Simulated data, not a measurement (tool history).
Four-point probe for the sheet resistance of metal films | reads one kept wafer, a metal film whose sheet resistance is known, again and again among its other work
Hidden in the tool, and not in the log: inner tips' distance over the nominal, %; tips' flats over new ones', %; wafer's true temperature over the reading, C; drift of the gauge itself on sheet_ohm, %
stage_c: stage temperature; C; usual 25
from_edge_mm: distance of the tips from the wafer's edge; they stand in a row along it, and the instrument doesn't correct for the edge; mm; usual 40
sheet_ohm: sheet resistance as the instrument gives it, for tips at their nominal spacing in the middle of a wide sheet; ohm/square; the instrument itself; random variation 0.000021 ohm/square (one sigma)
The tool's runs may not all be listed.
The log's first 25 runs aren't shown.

run   hour  stage_c  from_edge_mm  touches since the probe head was changed  hours of work since the stage's thermometer was calibrated  sheet_ohm
 26  553.1       26            40                                     35784                                                        1860   0.102733
 27  573.7       25            69                                     36375                                                        1870   0.102796
 28  603.0       25            69                                     37219                                                        1883   0.102795
 29  627.2       24            47                                     37915                                                        1894   0.102931
     642.3  -- stage's thermometer calibrated
 30  649.7       23            40                                     38547                                                           3   0.102859
 31  663.5       25             7                                     38944                                                          10   0.103798
 32  686.8       25             7                                     39615                                                          20   0.103784
 33  709.9       18             4                                     40279                                                          31   0.106502
 34  724.9       19            54                                     40710                                                          38   0.103099
 35  738.6       22            48                                     41105                                                          44   0.102915
 36  753.5       22             3                                     41533                                                          51   0.108666
 37  784.6       25            19                                     42427                                                          66   0.102857
 38  810.1       25            19                                     43162                                                          77   0.102812
 39  840.7       23             7                                     44041                                                          91   0.103930
 40  866.9       23             7                                     44794                                                         103   0.103936
 41  888.2       30            28                                     45407                                                         113   0.102426

5 ways to go on from here, each from the tool as it stands after run 41. What would each give?
  A  903.1       27            12                                     45837                                                         120          ?
  B  903.1       21            58                                     45837                                                         120          ?
  C  903.1       34             3                                     45837                                                         120          ?
  D  903.1       30             9                                     45837                                                         120          ?
  E  903.1       27            13                                     45837                                                         120          ?

run  sheet_ohm
  A   0.102951
  B   0.102972
  C   0.107849
  D   0.103047
  E   0.102890
Without the tool's hidden state the same runs would have given:
run  sheet_ohm
  A   0.103238
  B   0.103258
  C   0.108148
  D   0.103334
  E   0.103176
